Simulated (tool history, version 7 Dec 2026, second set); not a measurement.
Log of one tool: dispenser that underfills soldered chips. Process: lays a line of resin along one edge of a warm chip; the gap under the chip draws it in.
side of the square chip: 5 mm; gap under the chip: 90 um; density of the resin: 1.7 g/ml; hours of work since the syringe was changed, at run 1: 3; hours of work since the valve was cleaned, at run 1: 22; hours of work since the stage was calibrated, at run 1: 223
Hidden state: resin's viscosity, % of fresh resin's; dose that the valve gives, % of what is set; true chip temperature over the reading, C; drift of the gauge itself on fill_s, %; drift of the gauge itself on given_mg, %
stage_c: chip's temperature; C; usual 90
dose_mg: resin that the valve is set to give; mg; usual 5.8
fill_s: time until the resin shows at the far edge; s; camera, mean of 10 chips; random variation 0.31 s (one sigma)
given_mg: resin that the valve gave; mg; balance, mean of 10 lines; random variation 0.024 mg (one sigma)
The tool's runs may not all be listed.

run   hour  stage_c  dose_mg  hours of work since the syringe was changed  hours of work since the valve was cleaned  hours of work since the stage was calibrated  fill_s  given_mg
  1      0       90      5.8                                            3                                         22                                           223     8.2      5.73
  2    6.4       90     6.19                                            7                                         26                                           227    11.9      6.05
       8.4  -- new syringe of resin
  3   14.9       90     6.19                                            4                                         32                                           232     9.5      6.07
      20.8  -- new syringe of resin
  4   25.3       90     6.19                                            3                                         38                                           239     8.3      6.01
  5   32.7       90     6.19                                            8                                         43                                           243    12.1         6
      34.1  -- new syringe of resin
  6   45.2       90      5.8                                            7                                         51                                           251    12.1      5.54
      46.6  -- new syringe of resin
  7   57.4       90     5.55                                            7                                         58                                           259    11.9      5.31
      58.9  -- new syringe of resin
  8     70       90      5.8                                            7                                         66                                           267    12.3       5.5
      71.5  -- new syringe of resin
  9   81.1       90      5.8                                            6                                         73                                           274    11.2      5.45
      83.9  -- new syringe of resin
 10   89.7       90      5.8                                            4                                         78                                           279       9      5.48
      96.5  -- new syringe of resin
 11   97.5       90     6.52                                            1                                         83                                           284     7.1      6.13
 12  105.8       90     5.18                                            6                                         88                                           289    11.4      4.82
     109.1  -- new syringe of resin
 13  116.6       90     5.18                                            5                                         95                                           296    10.1      4.77
     122.3  -- new syringe of resin
 14  125.4       90     5.18                                            2                                        101                                           301     8.2      4.78
     133.3  -- dispensing valve cleaned and set on the balance
 15  133.9       90      5.8                                            7                                          0                                           306      11      5.81
     136.6  -- new syringe of resin
 16  139.5       91      5.8                                            2                                          4                                           309     7.3      5.78
     149.6  -- new syringe of resin
 17  151.1       77      5.8                                            1                                         11                                           317    12.4      5.69
 18  156.3       90      5.8                                            4                                         14                                           320     9.3      5.71
     162.3  -- new syringe of resin
 19  166.1       78      7.4                                            2                                         20                                           326    13.1      7.21
 20  172.8      101      7.4                                            7                                         25                                           330     6.5       7.2
     174.7  -- new syringe of resin
 21  183.9      101      7.4                                            6                                         32                                           337     6.8      7.19
     187.6  -- new syringe of resin
 22  195.6       90     7.28                                            5                                         39                                           345     9.4      7.01
       200  -- new syringe of resin
 23  206.1       90     7.28                                            4                                         46                                           351     9.3      7.03
     212.8  -- new syringe of resin
 24  216.7       81     7.43                                            3                                         52                                           358    11.2      7.13
 25    224       90     5.13                                            7                                         57                                           362    12.3       4.9
       226  -- new syringe of resin
 26  234.4       94     6.51                                            5                                         63                                           369     8.5      6.18
       239  -- new syringe of resin
 27  243.6       94     6.51                                            3                                         69                                           375     6.4      6.15
 28  248.7       94     6.51                                            6                                         72                                           378       9      6.15
     251.8  -- new syringe of resin
 29  256.1       94     6.51                                            3                                         77                                           382       7       6.1
 30  262.4       94     6.51                                            7                                         81                                           386     9.6      6.09
     264.7  -- new syringe of resin
 31  269.5       77     7.28                                            3                                         85                                           391    15.2      6.79
 32  276.1       77     7.28                                            7                                         89                                           395    20.9      6.78
     277.5  -- new syringe of resin
 33  282.4       84     5.04                                            3                                         93                                           399    11.6      4.69
     290.5  -- new syringe of resin
 34  292.6       84     5.04                                            1                                        100                                           405     9.9      4.68
     302.5  -- dispensing valve cleaned and set on the balance
 35  302.5       84     5.04                                            7                                          0                                           411    15.4      5.03
     304.4  -- new syringe of resin
 36  309.7       92      5.8                                            3                                          4                                           415     7.5      5.78

Measured less the same run without the tool's hidden state. The same run-to-run variation is in both; the gauge's scatter may not be:
run  fill_s  given_mg
  1    +1.4      -0.1
  2    +4.8     -0.12
  3    +2.5     -0.14
  4    +1.3     -0.18
  5    +5.5     -0.19
  6      +5     -0.22
  7    +4.8     -0.24
  8    +5.1     -0.28
  9    +4.2     -0.32
 10    +1.9     -0.35
 11    -0.2     -0.41
 12    +4.2     -0.35
 13      +3     -0.37
 14    +0.8     -0.39
 15    +4.3     -0.01
 16    +0.6     -0.02
 17    -0.1     -0.06
 18    +2.3     -0.08
 19    +1.3     -0.13
 20    +2.6     -0.16
 21    +2.3      -0.2
 22    +2.8     -0.23
 23    +2.1     -0.27
 24      +1     -0.31
 25    +4.9     -0.23
 26    +2.6     -0.33
 27      +1     -0.35
 28    +3.2     -0.37
 29      +1      -0.4
 30    +3.8     -0.42
 31    +2.1      -0.5
 32    +8.3     -0.51
 33    +1.8     -0.37
 34    +0.3      -0.4
 35    +5.9     +0.01
 36    +1.2     -0.01
